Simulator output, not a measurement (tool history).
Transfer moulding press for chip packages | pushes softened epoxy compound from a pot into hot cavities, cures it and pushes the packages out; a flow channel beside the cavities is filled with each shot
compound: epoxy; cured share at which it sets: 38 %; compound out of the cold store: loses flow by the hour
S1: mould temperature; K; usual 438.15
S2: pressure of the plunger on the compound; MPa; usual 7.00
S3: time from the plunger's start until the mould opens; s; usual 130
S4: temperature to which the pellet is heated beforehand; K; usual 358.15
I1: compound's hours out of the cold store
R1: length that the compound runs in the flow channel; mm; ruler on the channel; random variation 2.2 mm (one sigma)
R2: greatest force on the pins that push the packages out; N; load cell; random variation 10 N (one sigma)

run	hour	S1	S2	S3	S4	I1	R1	R2
1	0.0	438.15	7.00	130	358.15	20.5	497	509
# hour 57.3: plunger's sealing rings changed
# hour 58.8: cavities cleaned with cleaning compound and waxed
2	77.4	431.15	7.00	130	358.15	32.3	533	831
# hour 134.3: cavities cleaned with cleaning compound and waxed
3	139.3	431.15	7.00	130	358.15	29.9	529	772
# hour 215.2: cavities cleaned with cleaning compound and waxed
4	215.8	441.15	7.00	130	358.15	40.3	476	402
5	278.3	441.15	7.00	130	358.15	23.5	499	526
# hour 293.6: cavities cleaned with cleaning compound and waxed
# hour 303.9: mould's thermocouples calibrated
6	323.5	441.15	7.00	130	358.15	29.8	495	459
# hour 376.1: cavities cleaned with cleaning compound and waxed
7	405.7	441.15	7.00	130	358.15	36.3	479	469
# hour 458.5: cavities cleaned with cleaning compound and waxed
8	468.4	438.15	7.00	130	358.15	45.1	469	479
9	522.1	438.15	7.00	130	358.15	34.1	488	601
# hour 534.2: cavities cleaned with cleaning compound and waxed
# hour 612.4: cavities cleaned with cleaning compound and waxed
10	621.1	438.15	7.00	111	358.15	46.0	464	637
11	669.8	438.15	7.00	111	352.15	18.5	506	814
# hour 692.7: cavities cleaned with cleaning compound and waxed
12	748.6	432.15	5.98	130	363.15	32.6	459	873
# hour 774.2: cavities cleaned with cleaning compound and waxed
# hour 809.8: plunger's sealing rings changed
13	832.1	437.15	7.00	130	366.15	9.5	544	612
# hour 851.2: cavities cleaned with cleaning compound and waxed
14	890.2	438.15	7.00	129	364.15	36.9	494	546
# hour 927.2: cavities cleaned with cleaning compound and waxed
15	991.0	438.15	7.00	129	364.15	39.8	489	583
# hour 1006.4: cavities cleaned with cleaning compound and waxed
16	1044.1	441.15	5.70	130	356.15	27.3	450	484
# hour 1088.2: cavities cleaned with cleaning compound and waxed
17	1137.5	441.15	6.29	130	354.15	9.0	492	511
# hour 1166.4: cavities cleaned with cleaning compound and waxed
18	1232.4	441.15	6.29	130	354.15	11.0	485	523

Forecast each of these 3 alternatives for the next run:
# hour 1245.7: cavities cleaned with cleaning compound and waxed
A	1288.3	444.15	7.00	151	358.15	48.0	?	?
# hour 1245.7: cavities cleaned with cleaning compound and waxed
B	1288.3	440.15	7.00	130	358.15	23.3	?	?
# hour 1245.7: cavities cleaned with cleaning compound and waxed
C	1288.3	438.15	7.00	130	348.15	30.5	?	?

run	R1	R2
A	446	441
B	491	490
C	489	548
Without the tool's hidden state the same runs would have given:
run	R1	R2
A	469	357
B	517	411
C	515	468
